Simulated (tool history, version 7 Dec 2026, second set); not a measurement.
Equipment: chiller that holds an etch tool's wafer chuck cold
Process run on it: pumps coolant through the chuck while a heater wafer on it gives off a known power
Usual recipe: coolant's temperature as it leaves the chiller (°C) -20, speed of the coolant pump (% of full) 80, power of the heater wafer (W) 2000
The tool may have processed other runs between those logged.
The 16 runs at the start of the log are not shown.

run     day  coolant's temperature as it leaves the chiller (°C)  speed of the coolant pump (% of full)  power of the heater wafer (W)  hours since the coolant was changed and the channels were flushed  hours since the pump was overhauled  hours since the chiller's thermometer was calibrated  chuck's temperature once it has settled (°C)  how much warmer the coolant comes back (C)
 17  19.688                                                  -21                                     76                           2000                                                               3007                                 1467                                                  1139                                          -3.2                                        5.29
 18  21.192                                                  -21                                     76                           2000                                                               3043                                 1503                                                  1175                                          -3.2                                        5.35
 19  22.854                                                  -21                                     76                           2000                                                               3083                                 1543                                                  1215                                            -3                                         5.3
 20  23.875                                                  -29                                     76                           2000                                                               3107                                 1568                                                  1240                                         -11.2                                        5.29
 21  25.212                                                  -16                                     61                           1771                                                               3139                                 1600                                                  1272                                           2.2                                        5.84
 22  26.812                                                  -19                                     60                           2948                                                               3178                                 1638                                                  1310                                          11.2                                        9.92
 23  28.212                                                  -26                                     80                           2616                                                               3211                                 1672                                                  1344                                            -3                                         6.6
 24  29.508                                                  -13                                     64                           2000                                                               3243                                 1703                                                  1375                                           6.9                                        6.28
 25  30.196                                                  -20                                     80                           1045                                                               3259                                 1719                                                  1391                                         -10.6                                        2.63
 26  31.183                                                  -20                                     80                           1045                                                               3283                                 1743                                                  1415                                           -11                                        2.67
 27  32.096                                                  -20                                     85                           1045                                                               3305                                 1765                                                  1437                                           -11                                        2.52
 28   33.35                                                  -20                                     79                           1045                                                               3335                                 1795                                                  1467                                         -10.6                                        2.67
 29  34.704                                                  -20                                     87                           1876                                                               3367                                 1828                                                  1500                                            -4                                        4.38
 30  36.233                                                  -20                                     80                           1991                                                               3404                                 1864                                                  1536                                          -2.2                                        5.09
 31  37.479                                                  -24                                     99                           1225                                                               3434                                 1894                                                  1566                                         -14.1                                        2.54

Each row is a separate what-if for the run after 31, all from the same tool condition, not one after another. Results?
  A  38.279                                                  -20                                     64                           1120                                                               3453                                 1913                                                  1585                                             ?                                           ?
  B  38.279                                                  -20                                     89                           1593                                                               3453                                 1913                                                  1585                                             ?                                           ?
  C  38.279                                                  -27                                     80                           2228                                                               3453                                 1913                                                  1585                                             ?                                           ?
  D  38.279                                                  -28                                     69                           1225                                                               3453                                 1913                                                  1585                                             ?                                           ?

run  chuck's temperature once it has settled (°C)  how much warmer the coolant comes back (C)
  A                                          -8.5                                        3.58
  B                                          -6.5                                        3.69
  C                                            -7                                        5.74
  D                                           -16                                        3.59
Take away the tool's hidden state, keep each run's random variation, and the runs would have read:
run  chuck's temperature once it has settled (°C)  how much warmer the coolant comes back (C)
  A                                         -10.7                                        3.42
  B                                          -9.1                                        3.52
  C                                         -10.7                                        5.48
  D                                         -18.2                                        3.43

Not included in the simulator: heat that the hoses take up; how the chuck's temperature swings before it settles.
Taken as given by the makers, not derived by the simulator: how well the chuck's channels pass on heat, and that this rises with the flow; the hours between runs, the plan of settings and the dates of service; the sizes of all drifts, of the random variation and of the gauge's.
